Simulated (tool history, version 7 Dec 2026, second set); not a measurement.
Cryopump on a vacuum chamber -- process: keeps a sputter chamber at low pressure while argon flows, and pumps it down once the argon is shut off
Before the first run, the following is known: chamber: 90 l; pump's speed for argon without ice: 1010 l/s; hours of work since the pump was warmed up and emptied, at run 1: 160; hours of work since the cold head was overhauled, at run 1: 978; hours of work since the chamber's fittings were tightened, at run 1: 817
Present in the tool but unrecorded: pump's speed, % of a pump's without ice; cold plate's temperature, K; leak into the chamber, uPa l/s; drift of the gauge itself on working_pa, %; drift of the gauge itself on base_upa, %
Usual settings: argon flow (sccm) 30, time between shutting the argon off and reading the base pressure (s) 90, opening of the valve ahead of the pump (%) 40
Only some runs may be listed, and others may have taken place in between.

run	day	argon flow (sccm)	time between shutting the argon off and reading the base pressure (s)	opening of the valve ahead of the pump (%)	hours of work since the pump was warmed up and emptied	hours of work since the cold head was overhauled	hours of work since the chamber's fittings were tightened	pressure while argon flows (Pa)	pressure after the wait (uPa)
1	0.000	30	90	40	160	978	817	0.1363	1.57
2	1.850	17	90	40	196	1014	854	0.0794	1.57
3	2.942	22	90	40	217	1035	875	0.1032	1.65
4	4.800	22	90	40	253	1072	911	0.1055	1.71
5	5.975	22	90	40	276	1095	934	0.1057	1.74
6	7.738	22	90	28	311	1129	969	0.1478	1.80
7	9.046	22	90	28	336	1155	994	0.1505	1.87
# day 10.133: pump warmed up, emptied and cooled again
8	11.367	17	90	40	24	1196	1036	0.0715	1.53
9	13.638	17	90	40	69	1240	1080	0.0727	1.59
10	14.788	17	90	40	91	1263	1102	0.0742	1.63
11	15.758	50	67	58	110	1282	1121	0.1537	1.97
12	18.021	50	67	58	154	1326	1166	0.1600	1.96
13	19.492	36	174	58	183	1355	1194	0.1166	1.37
14	20.767	31	26	40	208	1380	1219	0.1423	3.78
15	21.754	25	90	40	227	1399	1239	0.1160	1.78
16	24.067	25	102	40	272	1444	1284	0.1184	1.81
17	25.221	18	300	24	295	1467	1306	0.1368	1.38
18	26.321	26	35	24	316	1488	1328	0.1997	3.23
# day 28.329: pump warmed up, emptied and cooled again
19	28.483	26	35	24	3	1527	1366	0.1834	3.02
20	30.004	41	90	40	33	1556	1396	0.1754	1.72

Forecast each of these 3 alternatives for the next run:
A	31.333	30	90	21	59	1582	1422	?	?
B	31.333	12	90	23	59	1582	1422	?	?
C	31.333	41	177	40	59	1582	1422	?	?

run	pressure while argon flows (Pa)	pressure after the wait (uPa)
A	0.2431	1.70
B	0.0882	1.74
C	0.1773	1.30
With no hidden state in the tool, these same runs would have given:
run	pressure while argon flows (Pa)	pressure after the wait (uPa)
A	0.2387	1.10
B	0.0864	1.13
C	0.1714	0.71
